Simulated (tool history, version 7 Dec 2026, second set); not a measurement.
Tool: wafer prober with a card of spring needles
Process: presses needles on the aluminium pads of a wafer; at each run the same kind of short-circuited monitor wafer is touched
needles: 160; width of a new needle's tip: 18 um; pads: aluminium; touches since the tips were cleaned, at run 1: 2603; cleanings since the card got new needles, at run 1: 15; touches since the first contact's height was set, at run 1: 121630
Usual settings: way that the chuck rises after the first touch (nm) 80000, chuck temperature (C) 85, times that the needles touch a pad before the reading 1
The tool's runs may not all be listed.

| run | hour | way that the chuck rises after the first touch (nm) | chuck temperature (C) | times that the needles touch a pad before the reading | touches since the tips were cleaned | cleanings since the card got new needles | touches since the first contact's height was set | resistance of one needle with its contact and lead (mohm) | way that a needle slides on the pad (nm) |
|---|---|---|---|---|---|---|---|---|---|
| 1 | 0 | 80000 | 85 | 1 | 2603 | 15 | 121630 | 294 | 16600 |
|  | 9.7 | tips cleaned on abrasive film |
| 2 | 20.7 | 80000 | 85 | 1 | 4829 | 16 | 130681 | 295 | 16550 |
|  | 25 | tips cleaned on abrasive film |
| 3 | 35 | 84000 | 85 | 1 | 4383 | 17 | 136916 | 292 | 17390 |
|  | 41.7 | tips cleaned on abrasive film |
| 4 | 51.3 | 84000 | 85 | 1 | 4178 | 18 | 144022 | 293 | 17290 |
|  | 58.4 | tips cleaned on abrasive film |
| 5 | 72.1 | 84000 | 85 | 1 | 6002 | 19 | 153141 | 291 | 17300 |
|  | 73.8 | tips cleaned on abrasive film |
|  | 74.1 | height of the first contact set anew |
| 6 | 85.8 | 80000 | 85 | 1 | 5132 | 20 | 5132 | 296 | 16210 |
|  | 89.7 | tips cleaned on abrasive film |
| 7 | 97.3 | 80000 | 59 | 1 | 3330 | 21 | 10130 | 287 | 16280 |
|  | 106.2 | tips cleaned on abrasive film |
| 8 | 113.8 | 80000 | 59 | 1 | 3350 | 22 | 17362 | 288 | 16210 |
|  | 122.4 | tips cleaned on abrasive film |
| 9 | 137.2 | 80000 | 85 | 2 | 6475 | 23 | 27582 | 290 | 16200 |
|  | 139.4 | tips cleaned on abrasive film |
|  | 156.2 | tips cleaned on abrasive film |
| 10 | 158 | 80000 | 85 | 2 | 778 | 25 | 36630 | 280 | 16160 |
| 11 | 169.6 | 93000 | 53 | 3 | 5902 | 25 | 41754 | 270 | 18970 |
|  | 171.9 | tips cleaned on abrasive film |
| 12 | 185 | 84000 | 25 | 2 | 5740 | 26 | 48451 | 272 | 17020 |
|  | 187.8 | tips cleaned on abrasive film |
|  | 203.6 | tips cleaned on abrasive film |
|  | 207.3 | height of the first contact set anew, once more |
| 13 | 207.6 | 99000 | 45 | 1 | 1588 | 28 | 98 | 271 | 20960 |
|  | 219.5 | tips cleaned on abrasive film |
| 14 | 229.5 | 99000 | 45 | 1 | 4424 | 29 | 9710 | 279 | 20860 |
|  | 236.3 | tips cleaned on abrasive film |
| 15 | 249.6 | 99000 | 45 | 1 | 5852 | 30 | 18482 | 278 | 20930 |
|  | 252.8 | tips cleaned on abrasive film |
| 16 | 267.4 | 62000 | 29 | 3 | 6388 | 31 | 26252 | 275 | 12980 |
|  | 268.6 | tips cleaned on abrasive film |
|  | 283.8 | tips cleaned on abrasive film |
| 17 | 285.9 | 80000 | 34 | 2 | 913 | 33 | 34318 | 265 | 16760 |

Forecast each of these 4 alternatives for the next run:
|  | 300 | tips cleaned on abrasive film |
| A | 307.1 | 99000 | 71 | 2 | 3133 | 34 | 43595 | ? | ? |
|  | 300 | tips cleaned on abrasive film |
| B | 307.1 | 80000 | 26 | 1 | 3133 | 34 | 43595 | ? | ? |
|  | 300 | tips cleaned on abrasive film |
| C | 307.1 | 78000 | 47 | 3 | 3133 | 34 | 43595 | ? | ? |
|  | 300 | tips cleaned on abrasive film |
| D | 307.1 | 84000 | 37 | 1 | 3133 | 34 | 43595 | ? | ? |

| run | resistance of one needle with its contact and lead (mohm) | way that a needle slides on the pad (nm) |
|---|---|---|
| A | 275 | 20700 |
| B | 279 | 16730 |
| C | 270 | 16280 |
| D | 280 | 17550 |
Without the tool's hidden state the same runs would have given:
| run | resistance of one needle with its contact and lead (mohm) | way that a needle slides on the pad (nm) |
|---|---|---|
| A | 266 | 20820 |
| B | 256 | 16850 |
| C | 261 | 16410 |
| D | 259 | 17670 |

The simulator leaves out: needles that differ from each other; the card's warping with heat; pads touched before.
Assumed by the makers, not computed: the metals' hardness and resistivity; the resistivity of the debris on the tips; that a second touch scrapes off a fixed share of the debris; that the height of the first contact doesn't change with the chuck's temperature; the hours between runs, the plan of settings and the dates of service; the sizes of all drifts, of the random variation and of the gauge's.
